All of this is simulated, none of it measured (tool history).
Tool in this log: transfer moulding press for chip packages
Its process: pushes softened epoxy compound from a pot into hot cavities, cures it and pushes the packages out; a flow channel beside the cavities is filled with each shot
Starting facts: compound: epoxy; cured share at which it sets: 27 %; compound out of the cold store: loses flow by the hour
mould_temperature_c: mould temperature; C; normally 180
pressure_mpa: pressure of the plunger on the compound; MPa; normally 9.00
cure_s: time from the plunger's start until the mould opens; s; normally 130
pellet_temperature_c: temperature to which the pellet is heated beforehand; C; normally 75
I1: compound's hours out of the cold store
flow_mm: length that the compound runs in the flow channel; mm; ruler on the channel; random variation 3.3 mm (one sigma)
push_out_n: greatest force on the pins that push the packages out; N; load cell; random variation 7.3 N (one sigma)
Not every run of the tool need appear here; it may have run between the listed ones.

{"run": 1, "day": 0.0, "mould_temperature_c": 180, "pressure_mpa": 9.0, "cure_s": 130, "pellet_temperature_c": 75, "I1": 31.7, "flow_mm": 653, "push_out_n": 319}
{"day": 0.621, "done": "cavities cleaned with cleaning compound and waxed"}
{"run": 2, "day": 0.821, "mould_temperature_c": 180, "pressure_mpa": 9.0, "cure_s": 130, "pellet_temperature_c": 68, "I1": 10.7, "flow_mm": 702, "push_out_n": 308}
{"run": 3, "day": 1.842, "mould_temperature_c": 180, "pressure_mpa": 9.0, "cure_s": 130, "pellet_temperature_c": 68, "I1": 27.2, "flow_mm": 664, "push_out_n": 308}
{"run": 4, "day": 2.858, "mould_temperature_c": 180, "pressure_mpa": 9.0, "cure_s": 130, "pellet_temperature_c": 68, "I1": 26.9, "flow_mm": 669, "push_out_n": 310}
{"run": 5, "day": 4.033, "mould_temperature_c": 180, "pressure_mpa": 9.0, "cure_s": 130, "pellet_temperature_c": 68, "I1": 42.6, "flow_mm": 634, "push_out_n": 300}
{"day": 4.558, "done": "plunger's sealing rings changed"}
{"run": 6, "day": 4.912, "mould_temperature_c": 180, "pressure_mpa": 9.0, "cure_s": 130, "pellet_temperature_c": 68, "I1": 24.2, "flow_mm": 681, "push_out_n": 297}
{"run": 7, "day": 5.617, "mould_temperature_c": 180, "pressure_mpa": 9.0, "cure_s": 130, "pellet_temperature_c": 68, "I1": 13.3, "flow_mm": 704, "push_out_n": 322}
{"run": 8, "day": 6.15, "mould_temperature_c": 180, "pressure_mpa": 9.0, "cure_s": 130, "pellet_temperature_c": 75, "I1": 19.9, "flow_mm": 682, "push_out_n": 301}
{"day": 6.271, "done": "cavities cleaned with cleaning compound and waxed"}
{"run": 9, "day": 7.4, "mould_temperature_c": 180, "pressure_mpa": 9.0, "cure_s": 130, "pellet_temperature_c": 75, "I1": 25.1, "flow_mm": 675, "push_out_n": 303}
{"run": 10, "day": 8.079, "mould_temperature_c": 180, "pressure_mpa": 9.0, "cure_s": 130, "pellet_temperature_c": 75, "I1": 41.2, "flow_mm": 633, "push_out_n": 307}
{"run": 11, "day": 8.854, "mould_temperature_c": 180, "pressure_mpa": 9.0, "cure_s": 130, "pellet_temperature_c": 75, "I1": 13.4, "flow_mm": 693, "push_out_n": 303}
{"run": 12, "day": 10.1, "mould_temperature_c": 179, "pressure_mpa": 9.0, "cure_s": 130, "pellet_temperature_c": 75, "I1": 25.5, "flow_mm": 676, "push_out_n": 318}
{"run": 13, "day": 11.362, "mould_temperature_c": 180, "pressure_mpa": 9.0, "cure_s": 130, "pellet_temperature_c": 75, "I1": 18.2, "flow_mm": 691, "push_out_n": 325}
{"day": 11.833, "done": "cavities cleaned with cleaning compound and waxed"}
{"run": 14, "day": 12.142, "mould_temperature_c": 180, "pressure_mpa": 9.0, "cure_s": 130, "pellet_temperature_c": 75, "I1": 20.1, "flow_mm": 681, "push_out_n": 313}
{"run": 15, "day": 13.008, "mould_temperature_c": 183, "pressure_mpa": 9.0, "cure_s": 130, "pellet_temperature_c": 85, "I1": 45.7, "flow_mm": 618, "push_out_n": 294}
{"run": 16, "day": 14.046, "mould_temperature_c": 185, "pressure_mpa": 7.68, "cure_s": 138, "pellet_temperature_c": 71, "I1": 26.5, "flow_mm": 605, "push_out_n": 288}
{"run": 17, "day": 15.267, "mould_temperature_c": 180, "pressure_mpa": 7.84, "cure_s": 130, "pellet_temperature_c": 75, "I1": 29.2, "flow_mm": 622, "push_out_n": 309}
{"run": 18, "day": 16.183, "mould_temperature_c": 175, "pressure_mpa": 9.38, "cure_s": 130, "pellet_temperature_c": 85, "I1": 11.0, "flow_mm": 730, "push_out_n": 391}
{"run": 19, "day": 16.921, "mould_temperature_c": 175, "pressure_mpa": 9.38, "cure_s": 130, "pellet_temperature_c": 85, "I1": 39.7, "flow_mm": 673, "push_out_n": 371}
{"day": 17.371, "done": "cavities cleaned with cleaning compound and waxed"}
{"run": 20, "day": 17.775, "mould_temperature_c": 175, "pressure_mpa": 9.38, "cure_s": 130, "pellet_temperature_c": 85, "I1": 17.5, "flow_mm": 721, "push_out_n": 375}
{"run": 21, "day": 18.583, "mould_temperature_c": 188, "pressure_mpa": 9.44, "cure_s": 122, "pellet_temperature_c": 85, "I1": 29.8, "flow_mm": 659, "push_out_n": 285}
{"run": 22, "day": 19.421, "mould_temperature_c": 188, "pressure_mpa": 9.44, "cure_s": 122, "pellet_temperature_c": 85, "I1": 30.9, "flow_mm": 653, "push_out_n": 281}
{"run": 23, "day": 20.212, "mould_temperature_c": 180, "pressure_mpa": 7.11, "cure_s": 130, "pellet_temperature_c": 72, "I1": 11.4, "flow_mm": 627, "push_out_n": 313}
{"run": 24, "day": 21.229, "mould_temperature_c": 180, "pressure_mpa": 7.11, "cure_s": 130, "pellet_temperature_c": 72, "I1": 46.9, "flow_mm": 559, "push_out_n": 300}
{"run": 25, "day": 22.358, "mould_temperature_c": 185, "pressure_mpa": 7.11, "cure_s": 130, "pellet_temperature_c": 85, "I1": 38.8, "flow_mm": 559, "push_out_n": 286}
{"day": 22.925, "done": "cavities cleaned with cleaning compound and waxed"}
{"run": 26, "day": 23.208, "mould_temperature_c": 180, "pressure_mpa": 9.96, "cure_s": 125, "pellet_temperature_c": 71, "I1": 31.1, "flow_mm": 687, "push_out_n": 313}
{"run": 27, "day": 24.158, "mould_temperature_c": 180, "pressure_mpa": 7.8, "cure_s": 130, "pellet_temperature_c": 81, "I1": 45.0, "flow_mm": 580, "push_out_n": 306}
{"run": 28, "day": 25.258, "mould_temperature_c": 180, "pressure_mpa": 7.8, "cure_s": 130, "pellet_temperature_c": 81, "I1": 27.5, "flow_mm": 618, "push_out_n": 310}

Each row is a separate what-if for the run after 28, all from the same tool condition, not one after another. Results?
{"run": "A", "day": 26.238, "mould_temperature_c": 180, "pressure_mpa": 9.0, "cure_s": 130, "pellet_temperature_c": 82, "I1": 18.9, "flow_mm": "?", "push_out_n": "?"}
{"run": "B", "day": 26.238, "mould_temperature_c": 188, "pressure_mpa": 7.8, "cure_s": 130, "pellet_temperature_c": 75, "I1": 18.5, "flow_mm": "?", "push_out_n": "?"}
{"run": "C", "day": 26.238, "mould_temperature_c": 182, "pressure_mpa": 7.8, "cure_s": 130, "pellet_temperature_c": 81, "I1": 14.9, "flow_mm": "?", "push_out_n": "?"}
{"run": "D", "day": 26.238, "mould_temperature_c": 180, "pressure_mpa": 8.11, "cure_s": 130, "pellet_temperature_c": 83, "I1": 18.6, "flow_mm": "?", "push_out_n": "?"}

run=A flow_mm=681 push_out_n=301
run=B flow_mm=616 push_out_n=281
run=C flow_mm=637 push_out_n=299
run=D flow_mm=644 push_out_n=309
What these runs would have given with no unlogged condition in the tool:
run=A flow_mm=682 push_out_n=298
run=B flow_mm=616 push_out_n=278
run=C flow_mm=637 push_out_n=295
run=D flow_mm=645 push_out_n=305
